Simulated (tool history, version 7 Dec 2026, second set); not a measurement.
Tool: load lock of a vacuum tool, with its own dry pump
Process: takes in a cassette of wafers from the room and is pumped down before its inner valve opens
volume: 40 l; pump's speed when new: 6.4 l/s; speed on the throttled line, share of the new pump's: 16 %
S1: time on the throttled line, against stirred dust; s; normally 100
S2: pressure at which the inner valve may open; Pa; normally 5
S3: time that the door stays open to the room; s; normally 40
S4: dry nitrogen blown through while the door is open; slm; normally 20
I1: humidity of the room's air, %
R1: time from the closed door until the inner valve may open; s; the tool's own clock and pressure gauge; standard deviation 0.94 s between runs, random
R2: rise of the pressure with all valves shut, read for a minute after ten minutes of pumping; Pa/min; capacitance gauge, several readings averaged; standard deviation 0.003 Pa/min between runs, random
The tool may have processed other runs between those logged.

run	hour	S1	S2	S3	S4	I1	R1	R2
1	0	100	5	40	20	44.1	147.8	0.174
2	381.5	100	5	40	20	45.1	150.7	0.194
3	705.4	100	5	51	20	44.2	146.8	0.2
4	1120.8	100	5	40	20	45.7	150.7	0.221
5	1479.3	100	5	40	20	47.2	150.1	0.241
6	1730.4	150	5	40	20	41.7	191.8	0.245
7	2084.3	100	7	40	20	44.3	149.3	0.259
8	2506.1	100	5	40	20	40.1	150.8	0.272
9	2868	100	5	40	42	49.6	150.9	0.296
10	3150	100	5	40	42	46.3	151.3	0.312
11	3567.5	100	5	40	42	47.5	152.5	0.336
12	3923.3	100	5	40	42	46.8	154.7	0.347
13	4337.3	100	5	40	42	49.1	153.9	0.026
14	4723.9	100	5	40	42	42.6	153.2	0.023
15	4919.7	100	5	40	42	41.6	153.2	0.027
16	5110.4	100	5	50	18	42.8	153.8	0.043
17	5479.6	100	9	50	25	44.2	148.9	0.045
18	5693.9	100	5	102	33	44	155.1	0.047
19	6080.2	134	7	40	20	43.5	179.6	0.055
20	6337.6	134	7	40	20	43.9	180	0.058
21	6771.9	134	7	40	20	45.5	180.8	0.067

Put back what was entered between runs (1 entry, withheld): which listed runs does each sit between, and how does the hidden state differ from the listed run before to the listed run after?
Run 12 -> run 13: door's seal changed, seat wiped (hour 4337.3)
  pump's speed, % of a new pump's: 90.4 -> 89.7; leak at the door's seal, Pa l/s: 0.2183 -> 0.0028
  measured value less the no-hidden-state value, R1: +5.3 -> +5.7 s; R2: +0.325 -> +0.001 Pa/min

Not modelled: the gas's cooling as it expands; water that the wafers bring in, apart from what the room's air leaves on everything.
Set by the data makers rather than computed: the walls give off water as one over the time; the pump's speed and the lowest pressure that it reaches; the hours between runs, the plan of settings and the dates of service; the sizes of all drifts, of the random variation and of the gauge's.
